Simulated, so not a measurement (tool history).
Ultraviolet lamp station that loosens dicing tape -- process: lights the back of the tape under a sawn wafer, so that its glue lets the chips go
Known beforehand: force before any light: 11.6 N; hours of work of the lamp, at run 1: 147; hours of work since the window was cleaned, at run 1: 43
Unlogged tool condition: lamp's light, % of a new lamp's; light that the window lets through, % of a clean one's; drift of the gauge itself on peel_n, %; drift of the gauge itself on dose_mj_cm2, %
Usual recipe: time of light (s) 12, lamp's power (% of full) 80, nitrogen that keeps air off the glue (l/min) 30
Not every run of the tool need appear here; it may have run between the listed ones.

run    hour  time of light (s)  lamp's power (% of full)  nitrogen that keeps air off the glue (l/min)  hours of work of the lamp  hours of work since the window was cleaned  force that peels the tape off (N)  light that reached the tape (mJ/cm2)
  1       0                 12                        80                                            30                        147                                          43                              1.344                                   396
  2    36.6                 12                        70                                            30                        165                                          62                              1.773                                   349
  3    86.6                 12                        80                                            10                        190                                          87                              2.637                                   391
  4   164.9                 12                        80                                            12                        229                                         126                              2.377                                   386
  5   236.8                 12                        80                                            12                        265                                         161                              2.497                                   385
  6   293.1                 12                        80                                            12                        293                                         189                              2.535                                   382
  7     341                 12                        80                                            12                        317                                         213                               2.57                                   378
  8   375.3                 12                        62                                            30                        334                                         231                              2.377                                   294
  9   446.6                 20                        80                                            30                        370                                         266                              0.484                                   620
 10   526.3                 20                        80                                            30                        410                                         306                              0.542                                   614
      580.7  -- window cleaned of glue's vapour
 11   581.6                 12                        80                                            30                        437                                           0                              1.437                                   385
 12   622.8                 12                        80                                            30                        458                                          21                              1.436                                   384
 13     696                 12                        88                                            30                        494                                          58                              1.212                                   416
 14   743.6                 12                        88                                            30                        518                                          81                              1.213                                   414
 15   811.2                 12                        80                                            10                        551                                         115                              2.844                                   371
 16   847.6                 12                        80                                            10                        570                                         133                              2.881                                   370
 17   924.6                 12                        64                                            10                        608                                         172                              3.852                                   292
 18   959.7                 12                        80                                            30                        626                                         189                               1.63                                   363
 19  1040.1                 12                        80                                            30                        666                                         229                              1.721                                   354
 20  1096.2                 12                        80                                            30                        694                                         257                              1.723                                   348
 21  1143.9                 12                        80                                            30                        717                                         281                              1.737                                   346
 22  1210.6                 12                        80                                            28                        751                                         314                              1.862                                   349
     1254.6  -- window cleaned of glue's vapour
 23  1254.6                 12                        80                                            28                        772                                           0                              1.637                                   367
 24  1298.5                  7                        62                                            30                        794                                          22                              4.746                                   167
 25  1343.7                 12                        80                                            43                        817                                          44                              1.317                                   358
 26  1400.7                 12                        92                                            17                        845                                          73                              1.816                                   407
 27  1443.8                 12                        92                                            17                        867                                          94                              1.836                                   408
 28  1482.8                 11                        94                                            26                        886                                         114                              1.618                                   377
 29  1535.4                 11                        76                                            12                        913                                         140                              3.363                                   304
 30  1615.1                 12                        80                                            45                        952                                         180                              1.414                                   350
 31  1682.5                 12                        80                                            45                        986                                         213                              1.455                                   341
 32  1734.4                 12                        80                                            45                       1012                                         239                               1.41                                   337
 33  1775.9                 22                        66                                            30                       1032                                         260                              0.817                                   506
 34  1811.4                 12                       100                                            12                       1050                                         278                              2.134                                   420
 35  1890.3                 10                        81                                            22                       1090                                         317                              2.837                                   280
     1923.9  -- window cleaned of glue's vapour
 36  1953.1                 16                        70                                            10                       1121                                          15                              2.565                                   400
 37  2001.2                 16                        70                                            10                       1145                                          39                              2.537                                   396
 38  2074.2                 11                        99                                            29                       1181                                          75                              1.501                                   390
 39  2148.9                 12                        72                                            10                       1218                                         112                              3.788                                   296
 40  2198.9                 12                        72                                            10                       1243                                         137                              3.756                                   299
 41  2279.5                 12                        85                                            14                       1283                                         177                              2.625                                   345
 42  2331.1                 13                        74                                            30                       1309                                         203                              1.969                                   320
 43  2406.4                 12                        74                                            30                       1347                                         241                              2.388                                   291

Across each entry between runs, compare the hidden state at the last listed run before it with the hidden state at the first listed run after it:
Between runs 10 and 11: window cleaned of glue's vapour (hour 580.7)
  lamp's light, % of a new lamp's: 92.4 -> 92; light that the window lets through, % of a clean one's: 93.5 -> 99.5
  what was measured, less what the result would be without the hidden state, force that peels the tape off (N): +0.151 -> +0.233; light that reached the tape (mJ/cm2): -96 -> -36
Between runs 22 and 23: window cleaned of glue's vapour (hour 1254.6)
  lamp's light, % of a new lamp's: 87.4 -> 87.1; light that the window lets through, % of a clean one's: 93.6 -> 99.9
  what was measured, less what the result would be without the hidden state, force that peels the tape off (N): +0.588 -> +0.386; light that reached the tape (mJ/cm2): -77 -> -55
Between runs 35 and 36: window cleaned of glue's vapour (hour 1923.9)
  lamp's light, % of a new lamp's: 82.6 -> 82.1; light that the window lets through, % of a clean one's: 94.1 -> 99
  what was measured, less what the result would be without the hidden state, force that peels the tape off (N): +0.898 -> +0.725; light that reached the tape (mJ/cm2): -80 -> -91

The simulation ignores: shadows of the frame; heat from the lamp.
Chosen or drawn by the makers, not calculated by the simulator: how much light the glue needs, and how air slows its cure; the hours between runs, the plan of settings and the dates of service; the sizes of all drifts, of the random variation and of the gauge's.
